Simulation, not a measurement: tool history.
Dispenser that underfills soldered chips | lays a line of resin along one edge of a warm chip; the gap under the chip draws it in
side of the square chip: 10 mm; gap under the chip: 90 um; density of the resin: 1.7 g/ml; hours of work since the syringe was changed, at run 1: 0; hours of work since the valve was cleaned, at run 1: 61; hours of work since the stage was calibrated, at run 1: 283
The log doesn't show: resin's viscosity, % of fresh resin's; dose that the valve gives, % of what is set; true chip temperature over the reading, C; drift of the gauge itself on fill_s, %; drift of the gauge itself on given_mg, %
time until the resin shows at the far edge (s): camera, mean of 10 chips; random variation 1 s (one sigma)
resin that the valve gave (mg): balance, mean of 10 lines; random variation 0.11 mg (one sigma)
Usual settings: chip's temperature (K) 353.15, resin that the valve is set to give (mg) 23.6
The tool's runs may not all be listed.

| run | hour | chip's temperature (K) | resin that the valve is set to give (mg) | hours of work since the syringe was changed | hours of work since the valve was cleaned | hours of work since the stage was calibrated | time until the resin shows at the far edge (s) | resin that the valve gave (mg) |
|---|---|---|---|---|---|---|---|---|
| 1 | 0.0 | 353.15 | 23.6 | 0 | 61 | 283 | 104.1 | 22.22 |
| 2 | 15.5 | 353.15 | 23.6 | 10 | 70 | 293 | 220.9 | 22.00 |
|  | 16.8 | new syringe of resin |
| 3 | 25.2 | 353.15 | 23.6 | 5 | 76 | 299 | 157.9 | 21.88 |
|  | 34.0 | new syringe of resin |
| 4 | 35.1 | 353.15 | 23.6 | 1 | 82 | 305 | 109.6 | 21.58 |
| 5 | 42.5 | 353.15 | 25.7 | 5 | 87 | 310 | 153.0 | 23.46 |
| 6 | 48.7 | 353.15 | 25.7 | 9 | 91 | 313 | 205.7 | 23.45 |
|  | 51.4 | new syringe of resin |
| 7 | 62.3 | 353.15 | 25.7 | 7 | 99 | 322 | 175.9 | 23.30 |
|  | 68.7 | new syringe of resin |
|  | 72.2 | dispensing valve cleaned and set on the balance |
| 8 | 72.3 | 353.15 | 25.7 | 2 | 0 | 327 | 114.6 | 25.72 |
| 9 | 85.5 | 353.15 | 25.7 | 10 | 8 | 336 | 218.4 | 25.55 |
|  | 86.8 | new syringe of resin |
| 10 | 93.3 | 353.15 | 23.6 | 4 | 13 | 340 | 140.4 | 23.20 |
| 11 | 103.4 | 353.15 | 23.6 | 10 | 19 | 347 | 232.4 | 23.05 |
|  | 104.6 | new syringe of resin |
| 12 | 110.6 | 353.15 | 23.6 | 4 | 24 | 351 | 138.2 | 23.16 |
| 13 | 121.3 | 365.15 | 23.2 | 10 | 30 | 357 | 158.5 | 22.56 |
|  | 122.4 | new syringe of resin |
| 14 | 130.6 | 363.15 | 26.7 | 5 | 36 | 363 | 111.0 | 25.77 |
|  | 139.6 | new syringe of resin |
| 15 | 142.1 | 363.15 | 26.7 | 2 | 43 | 370 | 84.2 | 25.47 |
| 16 | 153.3 | 363.15 | 29.2 | 9 | 50 | 377 | 143.1 | 27.91 |
|  | 157.1 | new syringe of resin |
| 17 | 164.2 | 362.15 | 20.1 | 4 | 57 | 384 | 114.5 | 19.13 |
|  | 174.4 | new syringe of resin |
| 18 | 175.7 | 362.15 | 28.3 | 1 | 64 | 391 | 82.1 | 26.54 |
| 19 | 184.5 | 356.15 | 29.0 | 6 | 69 | 396 | 147.4 | 27.13 |
|  | 192.3 | new syringe of resin |
| 20 | 198.0 | 365.15 | 23.3 | 4 | 77 | 404 | 92.6 | 21.75 |
|  | 210.4 | new syringe of resin |
| 21 | 211.7 | 364.15 | 22.2 | 1 | 86 | 413 | 81.5 | 20.40 |
| 22 | 226.3 | 355.15 | 25.5 | 10 | 95 | 422 | 211.7 | 23.12 |
|  | 228.0 | new syringe of resin |
| 23 | 238.9 | 355.15 | 25.5 | 7 | 103 | 430 | 165.6 | 22.97 |
|  | 242.1 | dispensing valve cleaned and set on the balance |
|  | 246.7 | new syringe of resin |
| 24 | 255.4 | 356.15 | 27.3 | 5 | 8 | 439 | 144.3 | 27.04 |

Measured less the same run without the tool's hidden state. The same run-to-run variation is in both; the gauge's scatter may not be:
| run | time until the resin shows at the far edge (s) | resin that the valve gave (mg) |
|---|---|---|
| 1 | +9.5 | -1.41 |
| 2 | +124.3 | -1.64 |
| 3 | +61.1 | -1.78 |
| 4 | +14.0 | -1.93 |
| 5 | +58.3 | -2.22 |
| 6 | +110.9 | -2.31 |
| 7 | +80.1 | -2.52 |
| 8 | +20.9 | +0.00 |
| 9 | +122.5 | -0.21 |
| 10 | +45.8 | -0.30 |
| 11 | +135.6 | -0.43 |
| 12 | +42.8 | -0.52 |
| 13 | +91.8 | -0.63 |
| 14 | +42.4 | -0.85 |
| 15 | +15.5 | -1.03 |
| 16 | +74.1 | -1.34 |
| 17 | +40.5 | -1.05 |
| 18 | +10.9 | -1.66 |
| 19 | +63.0 | -1.86 |
| 20 | +27.0 | -1.70 |
| 21 | +12.3 | -1.79 |
| 22 | +121.3 | -2.27 |
| 23 | +76.7 | -2.45 |
| 24 | +58.1 | -0.24 |
